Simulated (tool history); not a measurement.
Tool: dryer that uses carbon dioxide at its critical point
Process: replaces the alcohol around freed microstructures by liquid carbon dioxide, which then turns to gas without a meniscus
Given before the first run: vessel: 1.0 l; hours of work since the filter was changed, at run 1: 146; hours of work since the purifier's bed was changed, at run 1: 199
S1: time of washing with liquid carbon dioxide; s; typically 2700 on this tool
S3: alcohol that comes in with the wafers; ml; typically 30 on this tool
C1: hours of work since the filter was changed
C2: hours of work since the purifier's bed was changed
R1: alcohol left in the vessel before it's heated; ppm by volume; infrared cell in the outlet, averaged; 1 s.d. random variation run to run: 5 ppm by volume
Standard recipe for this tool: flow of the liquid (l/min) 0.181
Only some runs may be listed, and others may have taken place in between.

Run 1, day 0: usual settings; C1 146; C2 199. Result: R1 95 ppm by volume.
Run 2, day 0.538: usual settings but flow of the liquid (l/min) 0.178; C1 152; C2 205. Result: R1 104 ppm by volume.
Run 3, day 1.008: usual settings; C1 157; C2 210. Result: R1 93 ppm by volume.
Run 4, day 1.275: usual settings but S1 3420 s; C1 160; C2 213. Result: R1 88 ppm by volume.
Run 5, day 1.612: usual settings; C1 164; C2 216. Result: R1 105 ppm by volume.
Run 6, day 1.933: usual settings; C1 168; C2 220. Result: R1 108 ppm by volume.
Run 7, day 2.304: usual settings but S1 3120 s; C1 172; C2 224. Result: R1 96 ppm by volume.
Run 8, day 2.796: usual settings but S3 69 ml; C1 177; C2 230. Result: R1 132 ppm by volume.
Run 9, day 3.342: usual settings but S3 69 ml; C1 183; C2 236. Result: R1 135 ppm by volume.
Run 10, day 3.838: usual settings but S3 69 ml; C1 189; C2 241. Result: R1 145 ppm by volume.
Run 11, day 4.138: usual settings but S3 69 ml; C1 192; C2 244. Result: R1 133 ppm by volume.
Run 12, day 4.571: usual settings; C1 197; C2 249. Result: R1 125 ppm by volume.
Run 13, day 5.021: usual settings; C1 202; C2 254. Result: R1 119 ppm by volume.
Run 14, day 5.492: usual settings; C1 207; C2 259. Result: R1 132 ppm by volume.
Run 15, day 5.842: usual settings but S1 2100 s; C1 211; C2 263. Result: R1 208 ppm by volume.
Run 16, day 6.204: usual settings but S1 2100 s, flow of the liquid (l/min) 0.282; C1 215; C2 267. Result: R1 116 ppm by volume.

For run 17, what comes out?
Run 17, day 6.658: usual settings but S1 2100 s, flow of the liquid (l/min) 0.282; C1 220; C2 272. Result: R1 ?.

Run 17 yielded R1 120 ppm by volume.
Had the tool carried no hidden state, the very same run would have given R1 13 ppm by volume.
